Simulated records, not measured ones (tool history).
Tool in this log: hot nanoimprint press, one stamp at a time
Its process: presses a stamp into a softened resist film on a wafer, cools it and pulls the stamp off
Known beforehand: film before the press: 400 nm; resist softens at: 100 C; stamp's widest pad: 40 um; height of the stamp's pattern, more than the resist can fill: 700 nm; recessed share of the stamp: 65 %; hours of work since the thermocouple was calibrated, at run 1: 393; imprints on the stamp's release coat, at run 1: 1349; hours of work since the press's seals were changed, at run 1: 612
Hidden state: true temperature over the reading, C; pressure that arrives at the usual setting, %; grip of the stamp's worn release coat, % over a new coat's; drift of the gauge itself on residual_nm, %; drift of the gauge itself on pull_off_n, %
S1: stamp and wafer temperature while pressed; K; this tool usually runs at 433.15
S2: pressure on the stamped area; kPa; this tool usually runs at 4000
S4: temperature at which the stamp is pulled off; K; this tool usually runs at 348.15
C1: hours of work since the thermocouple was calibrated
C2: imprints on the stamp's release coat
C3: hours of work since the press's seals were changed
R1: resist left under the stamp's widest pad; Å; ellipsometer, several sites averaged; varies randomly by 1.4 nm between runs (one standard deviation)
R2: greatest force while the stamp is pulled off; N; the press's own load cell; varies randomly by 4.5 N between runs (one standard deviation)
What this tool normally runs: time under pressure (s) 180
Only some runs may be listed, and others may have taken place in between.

Run 1, day 0.000: usual settings; C1 393; C2 1349; C3 612. Result: R1 2446 Å, R2 326 N.
At day 0.767: stamp cleaned and given a new release coat.
Run 2, day 2.233: usual settings; C1 420; C2 78; C3 639. Result: R1 2429 Å, R2 230 N.
Run 3, day 4.358: usual settings but time under pressure (s) 145; C1 450; C2 192; C3 669. Result: R1 2599 Å, R2 245 N.
Run 4, day 5.962: usual settings but time under pressure (s) 145; C1 472; C2 278; C3 691. Result: R1 2593 Å, R2 248 N.
Run 5, day 7.212: usual settings but time under pressure (s) 145; C1 489; C2 344; C3 708. Result: R1 2578 Å, R2 252 N.
At day 8.588: plate thermocouple calibrated.
Run 6, day 8.925: usual settings but time under pressure (s) 188; C1 5; C2 429; C3 730. Result: R1 2321 Å, R2 250 N.
Run 7, day 10.242: usual settings but time under pressure (s) 188; C1 23; C2 500; C3 749. Result: R1 2331 Å, R2 251 N.
Run 8, day 12.150: usual settings but S2 2640 kPa; C1 49; C2 602; C3 775. Result: R1 2792 Å, R2 266 N.
Run 9, day 13.575: usual settings; C1 69; C2 678; C3 795. Result: R1 2362 Å, R2 263 N.
Run 10, day 15.138: usual settings; C1 91; C2 762; C3 817. Result: R1 2361 Å, R2 281 N.
At day 18.292: press's hydraulic seals changed and the load cell set to zero.
Run 11, day 18.438: usual settings; C1 132; C2 920; C3 2. Result: R1 2378 Å, R2 285 N.
Run 12, day 20.867: usual settings; C1 166; C2 1050; C3 36. Result: R1 2342 Å, R2 301 N.
Run 13, day 22.525: usual settings but S2 4560 kPa; C1 189; C2 1139; C3 59. Result: R1 2235 Å, R2 306 N.
Run 14, day 24.208: usual settings but S1 437.15 K, S2 4560 kPa; C1 212; C2 1229; C3 82. Result: R1 2042 Å, R2 311 N.
Run 15, day 26.296: usual settings but time under pressure (s) 111, S4 350.15 K; C1 241; C2 1340; C3 111. Result: R1 2728 Å, R2 304 N.
At day 27.333: stamp cleaned and given a new release coat.
Run 16, day 28.354: usual settings but S1 436.15 K, time under pressure (s) 209, S4 339.15 K; C1 266; C2 54; C3 136. Result: R1 2116 Å, R2 275 N.
Run 17, day 31.096: usual settings but S1 436.15 K, time under pressure (s) 209, S4 339.15 K; C1 304; C2 201; C3 174. Result: R1 2112 Å, R2 283 N.
Run 18, day 32.879: usual settings but S1 436.15 K, time under pressure (s) 113, S4 339.15 K; C1 329; C2 296; C3 199. Result: R1 2560 Å, R2 293 N.
Run 19, day 34.704: usual settings but S1 436.15 K, time under pressure (s) 113, S4 339.15 K; C1 354; C2 394; C3 224. Result: R1 2542 Å, R2 303 N.
Run 20, day 36.975: usual settings but S1 422.15 K, S2 4520 kPa, time under pressure (s) 129, S4 338.15 K; C1 385; C2 515; C3 256. Result: R1 3231 Å, R2 320 N.
Run 21, day 39.458: usual settings but S1 421.15 K, S4 342.15 K; C1 420; C2 648; C3 290. Result: R1 3221 Å, R2 300 N.
Run 22, day 42.442: usual settings but S1 439.15 K, S2 4620 kPa, S4 334.15 K; C1 461; C2 807; C3 331. Result: R1 1964 Å, R2 372 N.
Run 23, day 44.058: usual settings but S1 431.15 K, S2 4120 kPa, time under pressure (s) 129, S4 350.15 K; C1 484; C2 894; C3 354. Result: R1 2766 Å, R2 285 N.
At day 45.817: plate thermocouple calibrated.
Run 24, day 46.567: usual settings but S1 431.15 K, S2 3770 kPa, time under pressure (s) 129, S4 350.15 K; C1 10; C2 1021; C3 387. Result: R1 2748 Å, R2 287 N.
Run 25, day 49.346: usual settings but S1 431.15 K, S2 3770 kPa, time under pressure (s) 129, S4 350.15 K; C1 49; C2 1170; C3 425. Result: R1 2770 Å, R2 305 N.

How would selected steps in R1 from run to run divide? Give the signed amount a tool lacking its hidden state would still show from settings, what came in and random variation, and the signed amount left for the hidden state, including any gauge scatter that is not in both of the compared results.
Run 5 -> 6: time under pressure (s) 145 -> 188, plate thermocouple calibrated. R1 -257 Å: hidden state -97, all else -160.
Run 21 -> 22: S1 421.15 -> 439.15, S2 4000 -> 4620, S4 342.15 -> 334.15. R1 -1257 Å: hidden state -1, all else -1256.
Run 22 -> 23: S1 439.15 -> 431.15, S2 4620 -> 4120, time under pressure (s) 180 -> 129, S4 334.15 -> 350.15. R1 +802 Å: hidden state +18, all else +784.
Run 23 -> 24: S2 4120 -> 3770, plate thermocouple calibrated. R1 -18 Å: hidden state -123, all else +105.

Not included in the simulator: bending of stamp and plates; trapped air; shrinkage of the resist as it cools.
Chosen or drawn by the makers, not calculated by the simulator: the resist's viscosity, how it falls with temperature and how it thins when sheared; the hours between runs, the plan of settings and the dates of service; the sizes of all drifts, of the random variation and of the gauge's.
